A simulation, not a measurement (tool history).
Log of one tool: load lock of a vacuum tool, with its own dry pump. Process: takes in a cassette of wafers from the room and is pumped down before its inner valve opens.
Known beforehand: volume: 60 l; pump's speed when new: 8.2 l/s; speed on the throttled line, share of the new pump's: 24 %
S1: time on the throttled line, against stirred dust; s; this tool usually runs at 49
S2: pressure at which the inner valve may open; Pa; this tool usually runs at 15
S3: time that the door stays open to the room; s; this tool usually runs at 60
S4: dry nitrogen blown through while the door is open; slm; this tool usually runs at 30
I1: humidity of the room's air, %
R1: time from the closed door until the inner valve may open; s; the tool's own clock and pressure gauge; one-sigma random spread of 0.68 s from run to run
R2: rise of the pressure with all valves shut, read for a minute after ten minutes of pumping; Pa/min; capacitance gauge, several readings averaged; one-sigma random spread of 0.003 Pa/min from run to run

{"run": 1, "hour": 0.0, "S1": 49, "S2": 15, "S3": 60, "S4": 30, "I1": 43, "R1": 105.8, "R2": 0.089}
{"run": 2, "hour": 110.7, "S1": 49, "S2": 15, "S3": 60, "S4": 30, "I1": 44.8, "R1": 106.7, "R2": 0.092}
{"run": 3, "hour": 239.8, "S1": 49, "S2": 21, "S3": 60, "S4": 30, "I1": 41.1, "R1": 102.2, "R2": 0.093}
{"run": 4, "hour": 321.1, "S1": 49, "S2": 15, "S3": 60, "S4": 8, "I1": 47.5, "R1": 106.7, "R2": 0.11}
{"run": 5, "hour": 480.6, "S1": 49, "S2": 15, "S3": 60, "S4": 30, "I1": 42.8, "R1": 104.8, "R2": 0.101}
{"run": 6, "hour": 647.7, "S1": 49, "S2": 15, "S3": 60, "S4": 30, "I1": 45.1, "R1": 106.1, "R2": 0.102}
{"run": 7, "hour": 739.2, "S1": 49, "S2": 15, "S3": 60, "S4": 30, "I1": 48.5, "R1": 107.4, "R2": 0.111}
{"run": 8, "hour": 866.5, "S1": 49, "S2": 15, "S3": 60, "S4": 30, "I1": 44.9, "R1": 106.1, "R2": 0.105}
{"run": 9, "hour": 1002.4, "S1": 49, "S2": 15, "S3": 60, "S4": 14, "I1": 46.9, "R1": 106.5, "R2": 0.116}
{"run": 10, "hour": 1172.3, "S1": 49, "S2": 15, "S3": 60, "S4": 14, "I1": 44.2, "R1": 107.5, "R2": 0.119}
{"run": 11, "hour": 1260.0, "S1": 49, "S2": 15, "S3": 60, "S4": 30, "I1": 47.7, "R1": 107.5, "R2": 0.114}
{"run": 12, "hour": 1331.9, "S1": 49, "S2": 15, "S3": 60, "S4": 30, "I1": 42.8, "R1": 107.8, "R2": 0.11}
{"run": 13, "hour": 1421.2, "S1": 49, "S2": 15, "S3": 60, "S4": 30, "I1": 48.4, "R1": 107.8, "R2": 0.12}
{"run": 14, "hour": 1572.4, "S1": 49, "S2": 15, "S3": 60, "S4": 30, "I1": 42.4, "R1": 107.6, "R2": 0.12}
{"run": 15, "hour": 1729.6, "S1": 96, "S2": 15, "S3": 60, "S4": 30, "I1": 45.5, "R1": 141.5, "R2": 0.128}
{"run": 16, "hour": 1890.6, "S1": 96, "S2": 15, "S3": 60, "S4": 30, "I1": 44.1, "R1": 143.2, "R2": 0.129}
{"run": 17, "hour": 2033.2, "S1": 91, "S2": 15, "S3": 60, "S4": 30, "I1": 46.9, "R1": 137.4, "R2": 0.135}
{"run": 18, "hour": 2107.6, "S1": 91, "S2": 28, "S3": 60, "S4": 30, "I1": 44.4, "R1": 132.1, "R2": 0.137}
{"run": 19, "hour": 2276.6, "S1": 91, "S2": 28, "S3": 60, "S4": 30, "I1": 44, "R1": 133.4, "R2": 0.127}
{"run": 20, "hour": 2404.5, "S1": 57, "S2": 18, "S3": 184, "S4": 8, "I1": 49.4, "R1": 111.1, "R2": 0.171}
{"run": 21, "hour": 2551.4, "S1": 57, "S2": 18, "S3": 184, "S4": 8, "I1": 42.5, "R1": 112.1, "R2": 0.169}
{"run": 22, "hour": 2642.0, "S1": 57, "S2": 18, "S3": 184, "S4": 8, "I1": 45.4, "R1": 112, "R2": 0.17}
{"run": 23, "hour": 2733.9, "S1": 53, "S2": 24, "S3": 69, "S4": 13, "I1": 45.6, "R1": 107.4, "R2": 0.154}
{"run": 24, "hour": 2845.3, "S1": 42, "S2": 18, "S3": 60, "S4": 14, "I1": 47.3, "R1": 102.2, "R2": 0.155}
{"run": 25, "hour": 2935.4, "S1": 59, "S2": 24, "S3": 60, "S4": 6, "I1": 44.3, "R1": 113.2, "R2": 0.163}
{"run": 26, "hour": 3055.2, "S1": 35, "S2": 24, "S3": 69, "S4": 6, "I1": 43.3, "R1": 95.1, "R2": 0.175}
{"run": 27, "hour": 3146.3, "S1": 49, "S2": 22, "S3": 82, "S4": 30, "I1": 45.4, "R1": 105.8, "R2": 0.157}
{"run": 28, "hour": 3240.7, "S1": 37, "S2": 14, "S3": 82, "S4": 30, "I1": 45.3, "R1": 101.2, "R2": 0.161}
{"run": 29, "hour": 3326.2, "S1": 37, "S2": 14, "S3": 82, "S4": 30, "I1": 45.6, "R1": 102.2, "R2": 0.162}
{"run": 30, "hour": 3452.8, "S1": 49, "S2": 25, "S3": 57, "S4": 5, "I1": 46.9, "R1": 104.9, "R2": 0.183}
{"run": 31, "hour": 3586.4, "S1": 49, "S2": 23, "S3": 62, "S4": 32, "I1": 45.2, "R1": 106.5, "R2": 0.163}
{"run": 32, "hour": 3714.9, "S1": 39, "S2": 17, "S3": 98, "S4": 32, "I1": 46, "R1": 101.2, "R2": 0.169}
{"run": 33, "hour": 3869.6, "S1": 39, "S2": 17, "S3": 98, "S4": 32, "I1": 45, "R1": 101.8, "R2": 0.175}
{"run": 34, "hour": 3995.0, "S1": 75, "S2": 15, "S3": 66, "S4": 4, "I1": 46.5, "R1": 128.9, "R2": 0.197}
{"run": 35, "hour": 4136.1, "S1": 49, "S2": 23, "S3": 60, "S4": 33, "I1": 44.7, "R1": 106.1, "R2": 0.179}
{"run": 36, "hour": 4304.8, "S1": 95, "S2": 23, "S3": 70, "S4": 33, "I1": 47.7, "R1": 139.5, "R2": 0.181}

Alternative continuations, all from the tool just after run 36; predict every row:
{"run": "A", "hour": 4429.9, "S1": 95, "S2": 13, "S3": 42, "S4": 11, "I1": 45.1, "R1": "?", "R2": "?"}
{"run": "B", "hour": 4429.9, "S1": 95, "S2": 23, "S3": 109, "S4": 40, "I1": 45.6, "R1": "?", "R2": "?"}
{"run": "C", "hour": 4429.9, "S1": 70, "S2": 15, "S3": 33, "S4": 33, "I1": 43.5, "R1": "?", "R2": "?"}
{"run": "D", "hour": 4429.9, "S1": 95, "S2": 11, "S3": 234, "S4": 33, "I1": 44.1, "R1": "?", "R2": "?"}
{"run": "E", "hour": 4429.9, "S1": 82, "S2": 13, "S3": 139, "S4": 33, "I1": 44.3, "R1": "?", "R2": "?"}

run=A R1=144.5 R2=0.192
run=B R1=139.9 R2=0.18
run=C R1=125.8 R2=0.183
run=D R1=146.9 R2=0.198
run=E R1=135.3 R2=0.186
Take away the tool's hidden state, keep each run's random variation, and the runs would have read:
run=A R1=137.5 R2=0.022
run=B R1=133.8 R2=0.013
run=C R1=118.2 R2=0.015
run=D R1=139.9 R2=0.03
run=E R1=128.1 R2=0.017
